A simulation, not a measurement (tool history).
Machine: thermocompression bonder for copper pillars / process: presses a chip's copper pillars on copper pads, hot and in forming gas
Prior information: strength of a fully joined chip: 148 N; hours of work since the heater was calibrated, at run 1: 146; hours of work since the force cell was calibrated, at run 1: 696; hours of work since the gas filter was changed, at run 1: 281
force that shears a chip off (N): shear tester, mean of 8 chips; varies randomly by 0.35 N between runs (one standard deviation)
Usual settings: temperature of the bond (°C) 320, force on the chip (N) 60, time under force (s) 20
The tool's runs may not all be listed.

run	day	temperature of the bond (°C)	force on the chip (N)	time under force (s)	hours of work since the heater was calibrated	hours of work since the force cell was calibrated	hours of work since the gas filter was changed	force that shears a chip off (N)
1	0.000	320	60	20	146	696	281	53.9
2	0.400	320	60	20	153	704	288	53.4
# day 0.700: forming gas filter changed
3	0.708	320	60	20	158	709	0	60.4
4	1.004	320	60	20	164	714	6	60.1
5	1.392	336	60	20	171	721	13	71.5
6	1.812	336	60	20	179	729	20	71.4
7	2.192	336	51	20	186	736	27	66.1
8	2.608	336	51	20	193	744	35	66.2
9	3.008	320	60	20	201	751	43	59.0
10	3.175	320	60	20	204	754	46	59.6
11	3.383	320	60	20	208	758	49	59.5
12	3.729	320	85	20	214	765	56	69.2
13	4.008	320	85	20	219	770	61	69.6
# day 4.288: force cell calibrated
14	4.346	320	85	20	224	1	66	70.9
15	4.550	320	60	54	228	5	70	86.4
16	4.958	348	60	20	236	12	77	80.7
17	5.129	348	60	20	239	16	80	81.3
18	5.400	348	60	20	244	20	85	81.6
19	5.729	348	62	20	250	27	92	82.2
20	6.112	317	40	42	257	34	99	63.9
21	6.321	317	40	42	261	37	102	64.0
22	6.638	301	40	26	266	43	108	43.9
23	6.921	301	40	55	272	49	114	58.8
24	7.154	301	40	55	276	53	118	58.1
25	7.479	301	40	55	282	59	124	58.1
26	7.708	321	69	55	286	63	128	89.7
27	8.125	290	90	36	294	71	136	62.2
28	8.546	290	90	36	302	78	143	62.1
29	8.900	320	60	23	308	85	150	62.5
30	9.292	320	60	20	315	92	157	59.4
31	9.546	320	60	34	320	97	162	71.9

Hidden condition of the tool, last listed run before each entry between runs versus first listed run after:
Between runs 2 and 3: forming gas filter changed (day 0.700)
  true temperature of the bond over the reading, C: 1.2 -> 1.3; force that reaches the chip, % of what is set: 92.1 -> 92; oxide that the forming gas leaves, % of the face: 11.67 -> 0.53
  measured result minus the result with no hidden state, force that shears a chip off (N): -8.2 -> -1.4
Between runs 13 and 14: force cell calibrated (day 4.288)
  true temperature of the bond over the reading, C: 1.7 -> 1.8; force that reaches the chip, % of what is set: 91.4 -> 99.8; oxide that the forming gas leaves, % of the face: 2.82 -> 3.03
  measured result minus the result with no hidden state, force that shears a chip off (N): -3.1 -> -0.5
